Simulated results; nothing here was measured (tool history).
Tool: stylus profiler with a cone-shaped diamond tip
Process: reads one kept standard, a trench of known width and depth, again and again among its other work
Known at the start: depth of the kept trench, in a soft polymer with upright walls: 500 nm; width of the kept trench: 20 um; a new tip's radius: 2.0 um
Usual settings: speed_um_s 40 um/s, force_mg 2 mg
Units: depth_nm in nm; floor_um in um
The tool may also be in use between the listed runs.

run 1 hour=0 | speed_um_s=40 force_mg=2 | depth_nm=506.18 floor_um=17.08
run 2 hour=55.4 | speed_um_s=40 force_mg=2 | depth_nm=506.25 floor_um=17.09
run 3 hour=106.8 | speed_um_s=40 force_mg=2 | depth_nm=506.42 floor_um=17.03
run 4 hour=168.1 | speed_um_s=40 force_mg=2 | depth_nm=506.37 floor_um=17.06
run 5 hour=206.6 | speed_um_s=40 force_mg=2 | depth_nm=506.44 floor_um=17.08
run 6 hour=239.2 | speed_um_s=40 force_mg=2 | depth_nm=506.27 floor_um=17.03
run 7 hour=267.3 | speed_um_s=11 force_mg=2 | depth_nm=506.46 floor_um=17.17
run 8 hour=297.8 | speed_um_s=11 force_mg=2 | depth_nm=506.44 floor_um=17.1
run 9 hour=356 | speed_um_s=18 force_mg=2 | depth_nm=506.6 floor_um=17.09
run 10 hour=415.8 | speed_um_s=18 force_mg=2 | depth_nm=506.74 floor_um=17.05
run 11 hour=454.9 | speed_um_s=40 force_mg=1.41 | depth_nm=505.25 floor_um=16.95
run 12 hour=504.8 | speed_um_s=40 force_mg=1.06 | depth_nm=504.52 floor_um=16.96
run 13 hour=533.6 | speed_um_s=40 force_mg=1.06 | depth_nm=504.43 floor_um=16.88
run 14 hour=589.2 | speed_um_s=40 force_mg=2 | depth_nm=506.64 floor_um=16.96
run 15 hour=649.7 | speed_um_s=40 force_mg=2 | depth_nm=506.76 floor_um=16.9
run 16 hour=704.1 | speed_um_s=40 force_mg=2.92 | depth_nm=508.58 floor_um=16.88
run 17 hour=752.7 | speed_um_s=40 force_mg=2.92 | depth_nm=508.71 floor_um=16.93
run 18 hour=804.9 | speed_um_s=40 force_mg=2.92 | depth_nm=508.6 floor_um=16.86
run 19 hour=862.8 | speed_um_s=40 force_mg=2.92 | depth_nm=508.6 floor_um=16.87
run 20 hour=893.9 | speed_um_s=24 force_mg=3.7 | depth_nm=510.27 floor_um=16.95
run 21 hour=920.2 | speed_um_s=24 force_mg=3.7 | depth_nm=510.1 floor_um=16.9
run 22 hour=953.6 | speed_um_s=24 force_mg=3.7 | depth_nm=509.98 floor_um=17
run 23 hour=1010.3 | speed_um_s=14 force_mg=1.61 | depth_nm=506.17 floor_um=16.93
run 24 hour=1051.9 | speed_um_s=36 force_mg=4.77 | depth_nm=511.93 floor_um=16.86
run 25 hour=1088.2 | speed_um_s=43 force_mg=0.72 | depth_nm=504.04 floor_um=16.7
run 26 hour=1137.5 | speed_um_s=43 force_mg=0.72 | depth_nm=504.17 floor_um=16.67
run 27 hour=1169.1 | speed_um_s=43 force_mg=0.72 | depth_nm=504.09 floor_um=16.65
run 28 hour=1198.6 | speed_um_s=43 force_mg=0.72 | depth_nm=504.21 floor_um=16.66
run 29 hour=1228.7 | speed_um_s=35 force_mg=1.86 | depth_nm=506.98 floor_um=16.78
run 30 hour=1272.3 | speed_um_s=52 force_mg=0.91 | depth_nm=504.75 floor_um=16.62
-- hour=1302.6 height scale calibrated on a step standard
run 31 hour=1304.3 | speed_um_s=144 force_mg=4.16 | depth_nm=510.16 floor_um=16.59
run 32 hour=1348 | speed_um_s=24 force_mg=4.16 | depth_nm=509.94 floor_um=16.85
run 33 hour=1384.2 | speed_um_s=27 force_mg=2 | depth_nm=506.36 floor_um=16.74
run 34 hour=1432.1 | speed_um_s=105 force_mg=2.4 | depth_nm=506.94 floor_um=16.58
run 35 hour=1481.9 | speed_um_s=23 force_mg=2 | depth_nm=506.31 floor_um=16.74
run 36 hour=1528.5 | speed_um_s=73 force_mg=4.22 | depth_nm=510.23 floor_um=16.65
run 37 hour=1565.5 | speed_um_s=73 force_mg=4.22 | depth_nm=510.38 floor_um=16.65
run 38 hour=1608.3 | speed_um_s=14 force_mg=1.09 | depth_nm=504.28 floor_um=16.74

Forecast each of these 4 alternatives for the next run:
run A hour=1642.5 | speed_um_s=38 force_mg=2.23 | depth_nm=? floor_um=?
run B hour=1642.5 | speed_um_s=56 force_mg=2.28 | depth_nm=? floor_um=?
run C hour=1642.5 | speed_um_s=11 force_mg=2.27 | depth_nm=? floor_um=?
run D hour=1642.5 | speed_um_s=14 force_mg=2.35 | depth_nm=? floor_um=?

run=A depth_nm=506.93 floor_um=16.68
run=B depth_nm=506.85 floor_um=16.64
run=C depth_nm=506.93 floor_um=16.74
run=D depth_nm=507.25 floor_um=16.82
Without the tool's hidden state the same runs would have given:
run=A depth_nm=506.5 floor_um=17.22
run=B depth_nm=506.43 floor_um=17.18
run=C depth_nm=506.5 floor_um=17.27
run=D depth_nm=506.82 floor_um=17.36
